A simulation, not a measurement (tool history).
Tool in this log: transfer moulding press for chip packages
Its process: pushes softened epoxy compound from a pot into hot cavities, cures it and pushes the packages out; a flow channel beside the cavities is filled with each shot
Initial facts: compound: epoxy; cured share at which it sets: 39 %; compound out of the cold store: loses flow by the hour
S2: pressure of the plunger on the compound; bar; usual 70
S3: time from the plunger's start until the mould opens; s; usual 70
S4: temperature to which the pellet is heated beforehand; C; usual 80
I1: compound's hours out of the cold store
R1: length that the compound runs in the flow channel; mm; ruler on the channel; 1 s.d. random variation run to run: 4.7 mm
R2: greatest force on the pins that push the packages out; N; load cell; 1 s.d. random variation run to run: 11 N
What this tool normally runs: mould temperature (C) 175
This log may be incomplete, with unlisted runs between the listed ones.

Run 1, hour 0: usual settings; I1 24.3. Result: R1 792 mm, R2 604 N.
Run 2, hour 6.3: usual settings; I1 46.4. Result: R1 754 mm, R2 657 N.
At hour 13.6: cavities cleaned with cleaning compound and waxed.
Run 3, hour 18.4: usual settings but S2 80.7 bar; I1 37.3. Result: R1 823 mm, R2 770 N.
Run 4, hour 29.3: usual settings but S3 57 s; I1 22.5. Result: R1 792 mm, R2 1221 N.
At hour 35.5: cavities cleaned with cleaning compound and waxed, once more.
Run 5, hour 38.8: usual settings; I1 26.8. Result: R1 783 mm, R2 540 N.
Run 6, hour 46.2: usual settings; I1 32.3. Result: R1 769 mm, R2 600 N.
Run 7, hour 51.5: usual settings; I1 8.3. Result: R1 823 mm, R2 613 N.
At hour 54.5: plunger's sealing rings changed.
Run 8, hour 60.6: usual settings but S2 70.1 bar; I1 19.8. Result: R1 875 mm, R2 653 N.
Run 9, hour 65.9: usual settings but S2 67.9 bar, S3 95 s, S4 76 C; I1 36.7. Result: R1 826 mm, R2 532 N.
At hour 69.6: cavities cleaned with cleaning compound and waxed.
Run 10, hour 73.2: usual settings but S2 67.9 bar, S3 95 s, S4 76 C; I1 46.5. Result: R1 799 mm, R2 425 N.
Run 11, hour 78.3: usual settings but mould temperature (C) 173, S2 66.6 bar, S3 72 s, S4 76 C; I1 17.6. Result: R1 855 mm, R2 635 N.
Run 12, hour 87.3: usual settings but mould temperature (C) 173, S2 53.2 bar, S3 66 s, S4 76 C; I1 41.4. Result: R1 720 mm, R2 798 N.
Run 13, hour 93: usual settings but mould temperature (C) 173, S2 53.2 bar, S3 66 s, S4 76 C; I1 19.9. Result: R1 751 mm, R2 850 N.
At hour 101.3: cavities cleaned with cleaning compound and waxed.
Run 14, hour 103: usual settings but mould temperature (C) 177, S2 53.2 bar, S3 50 s, S4 76 C; I1 25.4. Result: R1 731 mm, R2 1071 N.
Run 15, hour 111.4: usual settings but mould temperature (C) 180, S2 69.3 bar, S3 51 s, S4 71 C; I1 31.2. Result: R1 818 mm, R2 919 N.

Alternative continuations, all from the tool just after run 15; predict every row:
Run A, hour 117.2: usual settings but S2 64.1 bar, S3 59 s; I1 36.2. Result: R1 ?, R2 ?.
Run B, hour 117.2: usual settings but mould temperature (C) 182, S2 69.3 bar, S3 78 s, S4 82 C; I1 30.5. Result: R1 ?, R2 ?.
Run C, hour 117.2: usual settings but mould temperature (C) 180, S2 69.3 bar, S3 51 s, S4 78 C; I1 13. Result: R1 ?, R2 ?.
Run D, hour 117.2: usual settings but mould temperature (C) 182, S2 76.3 bar, S3 51 s, S4 71 C; I1 46.2. Result: R1 ?, R2 ?.
Run E, hour 117.2: usual settings but mould temperature (C) 180, S2 68 bar, S3 103 s, S4 81 C; I1 21.6. Result: R1 ?, R2 ?.

run   R1    R2
  A  796   828
  B  809   483
  C  849  1008
  D  830   819
  E  819   457
Stripped of hidden state, with their random variation kept, the same runs would have yielded:
run   R1   R2
  A  812  697
  B  825  412
  C  866  848
  D  847  691
  E  835  389

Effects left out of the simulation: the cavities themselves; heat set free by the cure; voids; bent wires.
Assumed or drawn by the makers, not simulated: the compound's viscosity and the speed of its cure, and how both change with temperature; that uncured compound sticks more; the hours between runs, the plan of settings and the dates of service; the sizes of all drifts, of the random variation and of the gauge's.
